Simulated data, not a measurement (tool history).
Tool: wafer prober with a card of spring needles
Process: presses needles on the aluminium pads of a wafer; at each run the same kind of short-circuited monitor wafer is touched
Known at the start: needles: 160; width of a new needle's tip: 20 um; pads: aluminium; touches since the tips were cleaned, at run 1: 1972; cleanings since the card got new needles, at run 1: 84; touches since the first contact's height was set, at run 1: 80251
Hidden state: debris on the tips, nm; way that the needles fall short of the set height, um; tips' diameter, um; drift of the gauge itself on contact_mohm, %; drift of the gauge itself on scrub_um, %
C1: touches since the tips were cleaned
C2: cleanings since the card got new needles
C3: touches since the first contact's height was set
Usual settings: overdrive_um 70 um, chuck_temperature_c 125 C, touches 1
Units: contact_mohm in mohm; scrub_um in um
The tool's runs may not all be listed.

run 1 hour=0 | overdrive_um=70 chuck_temperature_c=125 touches=1 | C1=1972 C2=84 C3=80251 | contact_mohm=319 scrub_um=12.92
-- hour=1.2 tips cleaned on abrasive film
-- hour=5.8 tips cleaned on abrasive film
-- hour=11.6 tips cleaned on abrasive film
-- hour=16.2 tips cleaned on abrasive film
-- hour=20.7 tips cleaned on abrasive film
-- hour=25.3 tips cleaned on abrasive film
-- hour=31.1 tips cleaned on abrasive film
-- hour=35.7 tips cleaned on abrasive film
-- hour=41.4 tips cleaned on abrasive film
-- hour=46 tips cleaned on abrasive film
-- hour=50.6 tips cleaned on abrasive film
-- hour=55.2 tips cleaned on abrasive film
run 2 hour=58.8 | overdrive_um=70 chuck_temperature_c=125 touches=1 | C1=2113 C2=96 C3=113430 | contact_mohm=320 scrub_um=12.76
-- hour=60 tips cleaned on abrasive film
-- hour=64.6 tips cleaned on abrasive film
-- hour=69.2 tips cleaned on abrasive film
-- hour=73.8 tips cleaned on abrasive film
-- hour=79.5 tips cleaned on abrasive film
-- hour=85.3 tips cleaned on abrasive film
-- hour=91 tips cleaned on abrasive film
-- hour=95.6 tips cleaned on abrasive film
run 3 hour=96.8 | overdrive_um=70 chuck_temperature_c=125 touches=1 | C1=727 C2=104 C3=134859 | contact_mohm=315 scrub_um=12.65
-- hour=100.3 tips cleaned on abrasive film
-- hour=104.9 tips cleaned on abrasive film
-- hour=110.6 tips cleaned on abrasive film
-- hour=116.3 tips cleaned on abrasive film
-- hour=120.9 tips cleaned on abrasive film
-- hour=125.5 tips cleaned on abrasive film
-- hour=131.3 tips cleaned on abrasive film
run 4 hour=134.3 | overdrive_um=70 chuck_temperature_c=125 touches=1 | C1=1772 C2=111 C3=156043 | contact_mohm=320 scrub_um=12.2
-- hour=136.7 tips cleaned on abrasive film
-- hour=141.3 tips cleaned on abrasive film
-- hour=147 tips cleaned on abrasive film
-- hour=152.7 tips cleaned on abrasive film
-- hour=157.3 tips cleaned on abrasive film
-- hour=157.6 height of the first contact set anew
-- hour=162.2 tips cleaned on abrasive film
-- hour=167.9 tips cleaned on abrasive film
-- hour=172.5 tips cleaned on abrasive film
-- hour=177.1 tips cleaned on abrasive film
-- hour=182.8 tips cleaned on abrasive film
-- hour=188.5 tips cleaned on abrasive film
-- hour=193.1 tips cleaned on abrasive film
run 5 hour=195.5 | overdrive_um=70 chuck_temperature_c=125 touches=1 | C1=1377 C2=123 C3=21432 | contact_mohm=315 scrub_um=13.37
-- hour=197.9 tips cleaned on abrasive film
-- hour=203.6 tips cleaned on abrasive film
-- hour=208.2 tips cleaned on abrasive film
-- hour=212.8 tips cleaned on abrasive film
-- hour=218.5 tips cleaned on abrasive film
-- hour=224.2 tips cleaned on abrasive film
run 6 hour=226 | overdrive_um=70 chuck_temperature_c=125 touches=1 | C1=1050 C2=129 C3=38655 | contact_mohm=314 scrub_um=13.23
-- hour=229.5 tips cleaned on abrasive film
-- hour=234.1 tips cleaned on abrasive film
-- hour=239.8 tips cleaned on abrasive film
-- hour=244.4 tips cleaned on abrasive film
-- hour=249 tips cleaned on abrasive film
-- hour=254.7 tips cleaned on abrasive film
run 7 hour=255.2 | overdrive_um=70 chuck_temperature_c=125 touches=1 | C1=257 C2=135 C3=55085 | contact_mohm=310 scrub_um=13.02
-- hour=259.8 tips cleaned on abrasive film
-- hour=264.4 tips cleaned on abrasive film
-- hour=270.1 tips cleaned on abrasive film
-- hour=275.8 tips cleaned on abrasive film
-- hour=281.5 tips cleaned on abrasive film
-- hour=286.1 tips cleaned on abrasive film
-- hour=291.8 tips cleaned on abrasive film
run 8 hour=295.3 | overdrive_um=70 chuck_temperature_c=125 touches=1 | C1=2006 C2=142 C3=77793 | contact_mohm=329 scrub_um=13
-- hour=296.5 tips cleaned on abrasive film
-- hour=301.1 tips cleaned on abrasive film
-- hour=305.7 tips cleaned on abrasive film
-- hour=311.4 tips cleaned on abrasive film
-- hour=316 tips cleaned on abrasive film
-- hour=320.6 tips cleaned on abrasive film
-- hour=326.3 tips cleaned on abrasive film
run 9 hour=326.6 | overdrive_um=70 chuck_temperature_c=41 touches=1 | C1=132 C2=149 C3=95393 | contact_mohm=289 scrub_um=12.62
-- hour=331.2 tips cleaned on abrasive film
-- hour=335.8 tips cleaned on abrasive film
-- hour=341.5 tips cleaned on abrasive film
-- hour=347.2 tips cleaned on abrasive film
-- hour=351.8 tips cleaned on abrasive film
-- hour=357.5 tips cleaned on abrasive film
run 10 hour=359.5 | overdrive_um=70 chuck_temperature_c=41 touches=2 | C1=1130 C2=155 C3=113992 | contact_mohm=289 scrub_um=12.66
-- hour=362.9 tips cleaned on abrasive film
-- hour=368.7 tips cleaned on abrasive film
-- hour=374.4 tips cleaned on abrasive film
-- hour=379 tips cleaned on abrasive film
-- hour=383.6 tips cleaned on abrasive film
-- hour=389.3 tips cleaned on abrasive film
-- hour=395 tips cleaned on abrasive film
-- hour=399.6 tips cleaned on abrasive film
-- hour=405.3 tips cleaned on abrasive film
-- hour=411 tips cleaned on abrasive film
-- hour=415.6 tips cleaned on abrasive film
run 11 hour=415.9 | overdrive_um=58 chuck_temperature_c=125 touches=1 | C1=160 C2=166 C3=145852 | contact_mohm=311 scrub_um=10.23
-- hour=420.5 tips cleaned on abrasive film
-- hour=425.1 tips cleaned on abrasive film
-- hour=429.7 tips cleaned on abrasive film
-- hour=435.4 tips cleaned on abrasive film
-- hour=440 tips cleaned on abrasive film
-- hour=445.7 tips cleaned on abrasive film
-- hour=450.3 tips cleaned on abrasive film
run 12 hour=450.8 | overdrive_um=65 chuck_temperature_c=125 touches=3 | C1=310 C2=173 C3=165572 | contact_mohm=311 scrub_um=11.46
-- hour=455.4 tips cleaned on abrasive film
-- hour=456.9 height of the first contact set anew
-- hour=460.3 tips cleaned on abrasive film
-- hour=464.9 tips cleaned on abrasive film
-- hour=469.5 tips cleaned on abrasive film
-- hour=475.2 tips cleaned on abrasive film
-- hour=481 tips cleaned on abrasive film
-- hour=485.6 tips cleaned on abrasive film
-- hour=491.3 tips cleaned on abrasive film
run 13 hour=494.5 | overdrive_um=69 chuck_temperature_c=125 touches=3 | C1=1844 C2=181 C3=21253 | contact_mohm=310 scrub_um=13.11
-- hour=496.8 tips cleaned on abrasive film
-- hour=501.4 tips cleaned on abrasive film
-- hour=507.1 tips cleaned on abrasive film
-- hour=511.7 tips cleaned on abrasive film
-- hour=517.4 tips cleaned on abrasive film
-- hour=523.2 tips cleaned on abrasive film
-- hour=527.8 tips cleaned on abrasive film
-- hour=533.5 tips cleaned on abrasive film
-- hour=539.2 tips cleaned on abrasive film
-- hour=544.9 tips cleaned on abrasive film
run 14 hour=547.1 | overdrive_um=70 chuck_temperature_c=118 touches=3 | C1=1241 C2=191 C3=50959 | contact_mohm=307 scrub_um=13.16

The next listed run, before its measurement:
-- hour=550.5 tips cleaned on abrasive film
-- hour=555.1 tips cleaned on abrasive film
-- hour=559.7 tips cleaned on abrasive film
-- hour=564.3 tips cleaned on abrasive film
-- hour=570 tips cleaned on abrasive film
-- hour=575.8 tips cleaned on abrasive film
-- hour=580.3 tips cleaned on abrasive film
-- hour=586.1 tips cleaned on abrasive film
-- hour=591.8 tips cleaned on abrasive film
-- hour=596.4 tips cleaned on abrasive film
-- hour=601 tips cleaned on abrasive film
-- hour=606.7 tips cleaned on abrasive film
-- hour=612.4 tips cleaned on abrasive film
-- hour=617 tips cleaned on abrasive film
run 15 hour=618.6 | overdrive_um=70 chuck_temperature_c=118 touches=3 | C1=941 C2=205 C3=91363 | contact_mohm=? scrub_um=?

{"run 15": {"contact_mohm": 306, "scrub_um": 12.63}}
Without the tool's hidden state the same run would have given contact_mohm 295 mohm, scrub_um 13.19 um.
